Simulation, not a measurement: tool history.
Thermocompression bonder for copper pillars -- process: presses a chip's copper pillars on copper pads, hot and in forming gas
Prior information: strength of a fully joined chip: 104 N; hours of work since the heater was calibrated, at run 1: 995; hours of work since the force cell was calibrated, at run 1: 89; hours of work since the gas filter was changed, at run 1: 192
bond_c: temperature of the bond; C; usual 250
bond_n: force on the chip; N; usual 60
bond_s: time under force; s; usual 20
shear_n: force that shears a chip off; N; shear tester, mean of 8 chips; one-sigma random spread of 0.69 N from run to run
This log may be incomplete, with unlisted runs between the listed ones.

run   hour  bond_c  bond_n  bond_s  hours of work since the heater was calibrated  hours of work since the force cell was calibrated  hours of work since the gas filter was changed  shear_n
  1    0.0     250      60      20                                            995                                                 89                                             192     40.4
  2   19.7     250      60      17                                           1004                                                 98                                             200     38.0
  3   35.4     250      60      17                                           1011                                                104                                             207     39.2
  4   52.5     250      60      17                                           1019                                                112                                             215     38.5
  5   68.4     250      60      35                                           1026                                                119                                             222     51.2
  6   86.8     250      60      35                                           1034                                                127                                             230     49.9
  7  106.0     250      60      35                                           1042                                                136                                             239     49.0
  8  116.5     250      60      35                                           1047                                                141                                             244     49.2
  9  125.7     250      60      35                                           1051                                                145                                             248     48.4
 10  143.3     255      79      29                                           1059                                                152                                             255     57.2
     162.5  -- heater calibrated with a thermocouple chip
 11  164.6     278      80      20                                              1                                                161                                             264     73.9
     168.5  -- forming gas filter changed
 12  181.9     250      39      23                                              8                                                168                                               6     41.1

Some steps in shear_n, run to run, broken into two amounts with sign: the step expected even without the hidden condition (settings, incoming material, random variation), and the rest, left for the hidden condition together with whatever gauge scatter is not in both the measured and the hidden-condition-free result:
The hidden state here: true temperature of the bond over the reading, C; force that reaches the chip, % of what is set; oxide that the forming gas leaves, % of the face; drift of the gauge itself on shear_n, %.
Run 10 -> 11: bond_c 255 -> 278, bond_n 79 -> 80, bond_s 29 -> 20, heater calibrated with a thermocouple chip. shear_n +16.7 N: hidden state +7.6, all else +9.1.
Run 11 -> 12: bond_c 278 -> 250, bond_n 80 -> 39, bond_s 20 -> 23, forming gas filter changed. shear_n -32.8 N: hidden state +6.0, all else -38.8.
